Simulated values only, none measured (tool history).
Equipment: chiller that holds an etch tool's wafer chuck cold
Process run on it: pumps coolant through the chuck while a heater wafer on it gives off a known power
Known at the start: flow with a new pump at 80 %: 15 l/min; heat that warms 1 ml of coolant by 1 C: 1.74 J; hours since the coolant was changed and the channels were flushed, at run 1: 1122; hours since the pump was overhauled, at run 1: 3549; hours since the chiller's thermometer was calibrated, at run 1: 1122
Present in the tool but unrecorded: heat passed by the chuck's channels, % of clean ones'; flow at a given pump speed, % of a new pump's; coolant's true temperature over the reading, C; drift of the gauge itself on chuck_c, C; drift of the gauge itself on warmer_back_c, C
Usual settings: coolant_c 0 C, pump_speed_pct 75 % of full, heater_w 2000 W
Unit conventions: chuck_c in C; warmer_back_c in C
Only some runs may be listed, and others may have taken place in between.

run	hour	coolant_c	pump_speed_pct	heater_w	hours since the coolant was changed and the channels were flushed	hours since the pump was overhauled	hours since the chiller's thermometer was calibrated	chuck_c	warmer_back_c
1	0	0	75	2000	1122	3549	1122	16.5	4.91
2	137.1	0	75	2000	1259	3686	1259	16.6	4.91
3	215.8	0	75	2000	1338	3764	1338	16.5	4.93
4	334.7	0	75	2000	1457	3883	1457	16.6	4.89
5	450.2	0	75	1418	1572	3999	1572	11.8	3.47
6	558.2	0	75	1418	1680	4107	1680	11.7	3.46
7	654.1	0	75	1418	1776	4203	1776	11.7	3.36
8	763.8	0	91	2000	1886	4312	1886	13.9	3.93
9	860.2	0	91	2000	1982	4409	1982	13.7	3.86
10	992.1	-9	75	2000	2114	4541	2114	7.5	4.86
11	1076.3	-9	73	2000	2198	4625	2198	8.1	4.98
12	1158.8	0	83	2000	2281	4707	2281	15.1	4.22
13	1223.6	0	75	2000	2346	4772	2346	16.3	4.8
14	1290.4	-9	75	2000	2412	4839	2412	7.5	4.83
15	1366.5	-9	75	2000	2488	4915	2488	7.4	4.72
16	1481.7	-9	75	2000	2604	5030	2604	7.7	4.78
17	1592.2	-9	75	2000	2714	5141	2714	7.4	4.8
18	1683.1	10	75	1766	2805	5232	2805	24.8	4.16
19	1764.2	-2	83	1164	2886	5313	2886	6.6	2.39
20	1849.3	9	76	2535	2971	5398	2971	29.7	6.02
21	1951.4	0	81	1178	3073	5500	3073	9.1	2.5
22	2087.5	0	75	1126	3209	5636	3209	9.2	2.61
23	2178.7	-1	82	1311	3301	5727	3301	8.9	2.66

Estimate the outcome of run 24 from the log above:
24	2258.3	0	75	1591	3380	5807	3380	?	?

chuck_c: 13.1 C
warmer_back_c: 3.7 C
On a tool with no hidden condition, and with the same random variation, this run would have come out at chuck_c 13.1 C, warmer_back_c 3.93 C.
